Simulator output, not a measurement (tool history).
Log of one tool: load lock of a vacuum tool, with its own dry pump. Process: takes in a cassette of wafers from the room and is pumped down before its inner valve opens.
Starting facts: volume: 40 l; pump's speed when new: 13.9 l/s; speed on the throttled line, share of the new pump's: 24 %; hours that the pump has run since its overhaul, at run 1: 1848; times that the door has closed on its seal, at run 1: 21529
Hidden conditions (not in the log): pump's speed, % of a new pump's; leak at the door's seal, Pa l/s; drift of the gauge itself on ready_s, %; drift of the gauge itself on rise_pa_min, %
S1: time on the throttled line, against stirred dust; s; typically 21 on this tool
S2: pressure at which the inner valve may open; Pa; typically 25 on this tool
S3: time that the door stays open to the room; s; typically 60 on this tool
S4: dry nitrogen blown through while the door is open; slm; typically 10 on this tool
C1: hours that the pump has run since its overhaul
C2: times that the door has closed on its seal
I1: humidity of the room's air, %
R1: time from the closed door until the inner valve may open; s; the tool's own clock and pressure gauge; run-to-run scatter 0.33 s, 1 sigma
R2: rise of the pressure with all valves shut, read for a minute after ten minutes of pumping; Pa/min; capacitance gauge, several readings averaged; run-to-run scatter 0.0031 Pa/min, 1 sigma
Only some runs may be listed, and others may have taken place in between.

Run 1, hour 0: usual settings; C1 1848; C2 21529; I1 44. Result: R1 40.5 s, R2 0.067 Pa/min.
Run 2, hour 78.6: usual settings but S2 24 Pa; C1 1926; C2 21794; I1 45.6. Result: R1 40.2 s, R2 0.069 Pa/min.
Run 3, hour 267: usual settings but S1 11 s; C1 2115; C2 22428; I1 44.8. Result: R1 31.9 s, R2 0.073 Pa/min.
Run 4, hour 358.8: usual settings but S1 10 s; C1 2206; C2 22737; I1 46.6. Result: R1 31.7 s, R2 0.072 Pa/min.
Run 5, hour 452.4: usual settings but S1 10 s; C1 2300; C2 23052; I1 48.1. Result: R1 31.6 s, R2 0.075 Pa/min.
Run 6, hour 614.1: usual settings; C1 2462; C2 23596; I1 42.8. Result: R1 40.1 s, R2 0.068 Pa/min.
Run 7, hour 762.9: usual settings; C1 2610; C2 24096; I1 42. Result: R1 40.1 s, R2 0.068 Pa/min.
Run 8, hour 898.4: usual settings but S2 46 Pa, S4 15 slm; C1 2746; C2 24552; I1 43.7. Result: R1 38.6 s, R2 0.064 Pa/min.
Run 9, hour 1078.2: usual settings but S2 46 Pa, S4 15 slm; C1 2926; C2 25157; I1 42.7. Result: R1 38.5 s, R2 0.063 Pa/min.
Run 10, hour 1193.2: usual settings but S2 34 Pa, S3 115 s, S4 29 slm; C1 3041; C2 25544; I1 44.9. Result: R1 39.9 s, R2 0.068 Pa/min.
Run 11, hour 1282.6: usual settings but S2 34 Pa, S3 115 s, S4 29 slm; C1 3130; C2 25845; I1 44.1. Result: R1 39.5 s, R2 0.068 Pa/min.

Run 12 has not been measured yet. What should we expect?
Run 12, hour 1432.3: usual settings but S1 36 s, S2 48 Pa, S3 189 s, S4 38 slm; C1 3280; C2 26349; I1 44.8. Result: R1 ?, R2 ?.

Run 12 measured R1 49.3 s, R2 0.079 Pa/min.
Had the tool carried no hidden state, the very same run would have given R1 49.3 s, R2 0.077 Pa/min.

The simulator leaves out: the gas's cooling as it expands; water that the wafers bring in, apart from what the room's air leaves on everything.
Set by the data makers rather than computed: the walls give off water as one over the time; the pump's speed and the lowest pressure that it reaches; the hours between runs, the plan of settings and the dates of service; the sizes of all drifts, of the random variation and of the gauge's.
